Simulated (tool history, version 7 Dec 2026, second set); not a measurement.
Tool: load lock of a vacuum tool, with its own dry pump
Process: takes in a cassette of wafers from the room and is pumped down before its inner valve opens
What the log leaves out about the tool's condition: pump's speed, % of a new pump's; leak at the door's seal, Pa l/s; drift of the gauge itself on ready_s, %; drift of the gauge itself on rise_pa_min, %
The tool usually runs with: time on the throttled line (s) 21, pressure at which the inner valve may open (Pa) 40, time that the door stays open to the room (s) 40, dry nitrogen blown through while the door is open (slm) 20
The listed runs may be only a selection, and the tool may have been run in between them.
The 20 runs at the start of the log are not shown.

| run | hour | time on the throttled line (s) | pressure at which the inner valve may open (Pa) | time that the door stays open to the room (s) | dry nitrogen blown through while the door is open (slm) | hours that the pump has run since its overhaul | times that the door has closed on its seal | incoming humidity of the room's air, % | time from the closed door until the inner valve may open (s) | rise of the pressure with all valves shut (Pa/min) |
|---|---|---|---|---|---|---|---|---|---|---|
| 21 | 8645.1 | 20 | 34 | 40 | 20 | 12021 | 11413 | 48.6 | 30.03 | 0.027 |
| 22 | 9171.6 | 20 | 34 | 40 | 20 | 12548 | 12023 | 43.3 | 30.16 | 0.030 |
| 23 | 9654.8 | 21 | 40 | 40 | 31 | 13031 | 12584 | 45.4 | 30.77 | 0.027 |
| 24 | 10267.5 | 32 | 51 | 46 | 20 | 13644 | 13295 | 48.3 | 40.14 | 0.034 |
|  | 10450.3 | dry pump taken out, an overhauled one fitted |
| 25 | 10890.3 | 21 | 40 | 182 | 20 | 440 | 14011 | 44.5 | 31.00 | 0.057 |
| 26 | 11307.8 | 21 | 30 | 43 | 8 | 858 | 14495 | 45.5 | 31.38 | 0.044 |
| 27 | 11858.5 | 26 | 30 | 26 | 23 | 1408 | 15134 | 45.1 | 35.65 | 0.025 |
| 28 | 12289.2 | 17 | 32 | 86 | 8 | 1839 | 15634 | 45.8 | 27.53 | 0.057 |
| 29 | 12572.1 | 22 | 32 | 86 | 40 | 2122 | 15962 | 44.9 | 32.09 | 0.030 |
| 30 | 12910.0 | 21 | 41 | 40 | 20 | 2460 | 16354 | 46.2 | 30.82 | 0.034 |

Expected results for the next run?
| 31 | 13230.7 | 21 | 41 | 40 | 20 | 2780 | 16726 | 42.6 | ? | ? |

For run 31 the tool returned time from the closed door until the inner valve may open (s) 30.80, rise of the pressure with all valves shut (Pa/min) 0.026.
Were there no unlogged condition in the tool, this run, its random variation unchanged, would have produced time from the closed door until the inner valve may open (s) 30.80, rise of the pressure with all valves shut (Pa/min) 0.026.
